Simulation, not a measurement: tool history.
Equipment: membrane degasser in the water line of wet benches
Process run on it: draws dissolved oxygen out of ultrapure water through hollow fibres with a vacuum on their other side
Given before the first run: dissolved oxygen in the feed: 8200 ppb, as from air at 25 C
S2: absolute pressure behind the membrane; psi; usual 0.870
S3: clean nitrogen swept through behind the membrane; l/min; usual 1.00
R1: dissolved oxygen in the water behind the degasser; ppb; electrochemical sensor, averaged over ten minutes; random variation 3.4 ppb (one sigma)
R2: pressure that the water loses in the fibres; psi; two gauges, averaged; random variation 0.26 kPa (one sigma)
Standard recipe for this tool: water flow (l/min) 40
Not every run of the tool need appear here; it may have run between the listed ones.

Run 1, hour 0.0: usual settings. Result: R1 337.2 ppb, R2 10.061 psi.
Run 2, hour 206.1: usual settings but water flow (l/min) 34. Result: R1 275.0 ppb, R2 8.556 psi.
Run 3, hour 356.5: usual settings but water flow (l/min) 34. Result: R1 284.5 ppb, R2 8.541 psi.
Run 4, hour 476.0: usual settings but water flow (l/min) 34. Result: R1 283.5 ppb, R2 8.562 psi.
Run 5, hour 693.1: usual settings but S2 1.571 psi. Result: R1 685.6 ppb, R2 10.118 psi.
Run 6, hour 827.9: usual settings but S2 1.571 psi. Result: R1 677.2 ppb, R2 10.102 psi.
Run 7, hour 1058.0: usual settings but S2 1.571 psi. Result: R1 686.5 ppb, R2 10.098 psi.
Run 8, hour 1168.6: usual settings but S3 0.61 l/min. Result: R1 441.5 ppb, R2 10.150 psi.
Run 9, hour 1303.1: usual settings but S3 0.61 l/min. Result: R1 437.5 ppb, R2 10.100 psi.
Run 10, hour 1423.3: usual settings but S2 1.485 psi. Result: R1 625.4 ppb, R2 10.025 psi.
Run 11, hour 1546.7: usual settings but S2 1.485 psi. Result: R1 634.4 ppb, R2 10.113 psi.
Run 12, hour 1769.7: usual settings but S2 1.485 psi. Result: R1 644.7 ppb, R2 10.031 psi.
Run 13, hour 1924.9: usual settings but S2 1.485 psi. Result: R1 656.0 ppb, R2 10.028 psi.
Run 14, hour 2052.8: usual settings but S2 1.136 psi. Result: R1 468.9 ppb, R2 9.983 psi.
Run 15, hour 2279.4: usual settings. Result: R1 342.7 ppb, R2 10.145 psi.
At hour 2396.0: vacuum gauge calibrated.
Run 16, hour 2444.1: usual settings. Result: R1 337.6 ppb, R2 10.029 psi.
Run 17, hour 2550.7: usual settings but S3 2.21 l/min. Result: R1 234.5 ppb, R2 10.053 psi.
Run 18, hour 2689.8: usual settings but S3 2.21 l/min. Result: R1 240.1 ppb, R2 10.042 psi.
Run 19, hour 2849.6: usual settings but S3 2.21 l/min. Result: R1 235.4 ppb, R2 10.090 psi.

Forecast run 20:
Run 20, hour 2960.8: usual settings but water flow (l/min) 30, S3 2.21 l/min. Result: R1 ?, R2 ?.

{"run 20": {"R1": 154.2, "R2": 7.542}}
With no hidden state in the tool, this same run would have given R1 154.1 ppb, R2 7.539 psi.

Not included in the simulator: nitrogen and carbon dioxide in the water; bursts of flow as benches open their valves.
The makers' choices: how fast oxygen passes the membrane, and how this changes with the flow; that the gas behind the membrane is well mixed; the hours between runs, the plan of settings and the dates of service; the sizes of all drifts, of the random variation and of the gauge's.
